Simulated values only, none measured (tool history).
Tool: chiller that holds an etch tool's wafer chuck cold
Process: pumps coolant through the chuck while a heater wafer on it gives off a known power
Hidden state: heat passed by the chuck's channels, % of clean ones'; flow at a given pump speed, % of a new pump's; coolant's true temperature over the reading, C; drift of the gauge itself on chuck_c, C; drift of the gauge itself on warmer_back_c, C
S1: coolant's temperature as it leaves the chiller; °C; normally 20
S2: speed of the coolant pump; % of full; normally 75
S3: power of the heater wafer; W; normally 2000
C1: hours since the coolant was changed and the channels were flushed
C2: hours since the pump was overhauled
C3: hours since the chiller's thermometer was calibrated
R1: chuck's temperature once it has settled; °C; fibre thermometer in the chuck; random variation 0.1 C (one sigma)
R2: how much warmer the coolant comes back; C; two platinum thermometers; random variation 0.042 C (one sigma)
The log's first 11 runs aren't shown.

run 12 hour=296.8 | S1=20 S2=75 S3=2000 | C1=2259 C2=514 C3=698 | R1=38.2 R2=9.75
run 13 hour=315.0 | S1=20 S2=75 S3=2000 | C1=2277 C2=532 C3=716 | R1=38.0 R2=9.63
run 14 hour=335.0 | S1=20 S2=75 S3=2000 | C1=2297 C2=552 C3=736 | R1=38.1 R2=9.75
run 15 hour=354.6 | S1=17 S2=75 S3=2000 | C1=2317 C2=572 C3=756 | R1=35.1 R2=9.71
run 16 hour=388.8 | S1=29 S2=75 S3=2000 | C1=2351 C2=606 C3=790 | R1=47.0 R2=9.75
run 17 hour=408.4 | S1=20 S2=92 S3=1026 | C1=2371 C2=626 C3=809 | R1=28.0 R2=4.08
run 18 hour=430.1 | S1=20 S2=74 S3=1007 | C1=2392 C2=648 C3=831 | R1=29.5 R2=4.95
run 19 hour=456.9 | S1=20 S2=74 S3=1007 | C1=2419 C2=674 C3=858 | R1=29.3 R2=4.96
run 20 hour=481.1 | S1=20 S2=74 S3=1007 | C1=2443 C2=699 C3=882 | R1=29.4 R2=4.98
run 21 hour=509.5 | S1=24 S2=76 S3=2000 | C1=2472 C2=727 C3=911 | R1=42.2 R2=9.54
run 22 hour=532.9 | S1=22 S2=62 S3=1610 | C1=2495 C2=750 C3=934 | R1=39.2 R2=9.45
run 23 hour=559.0 | S1=13 S2=85 S3=1392 | C1=2521 C2=776 C3=960 | R1=24.6 R2=6.01
run 24 hour=573.4 | S1=13 S2=85 S3=1233 | C1=2536 C2=791 C3=975 | R1=23.2 R2=5.28
run 25 hour=594.9 | S1=12 S2=79 S3=1584 | C1=2557 C2=812 C3=996 | R1=26.0 R2=7.38
run 26 hour=610.6 | S1=20 S2=80 S3=1139 | C1=2573 C2=828 C3=1012 | R1=29.8 R2=5.22
run 27 hour=630.9 | S1=14 S2=60 S3=1831 | C1=2593 C2=848 C3=1032 | R1=34.2 R2=11.07
run 28 hour=647.7 | S1=14 S2=60 S3=1831 | C1=2610 C2=865 C3=1049 | R1=34.2 R2=11.22
run 29 hour=675.1 | S1=11 S2=86 S3=1959 | C1=2637 C2=893 C3=1076 | R1=27.1 R2=8.38
run 30 hour=696.9 | S1=20 S2=98 S3=2000 | C1=2659 C2=914 C3=1098 | R1=34.9 R2=7.53
run 31 hour=723.2 | S1=20 S2=89 S3=2000 | C1=2685 C2=941 C3=1124 | R1=36.0 R2=8.34

4 ways to go on from here, each from the tool as it stands after run 31. What would each give?
run A hour=756.0 | S1=20 S2=89 S3=2689 | C1=2718 C2=973 C3=1157 | R1=? R2=?
run B hour=756.0 | S1=13 S2=89 S3=2000 | C1=2718 C2=973 C3=1157 | R1=? R2=?
run C hour=756.0 | S1=29 S2=63 S3=1347 | C1=2718 C2=973 C3=1157 | R1=? R2=?
run D hour=756.0 | S1=20 S2=75 S3=1017 | C1=2718 C2=973 C3=1157 | R1=? R2=?

run=A R1=41.6 R2=11.17
run=B R1=29.3 R2=8.26
run=C R1=43.6 R2=7.83
run=D R1=29.6 R2=4.93
Take away the tool's hidden state, keep each run's random variation, and the runs would have read:
run=A R1=39.9 R2=10.90
run=B R1=27.9 R2=8.06
run=C R1=42.3 R2=7.64
run=D R1=28.7 R2=4.81
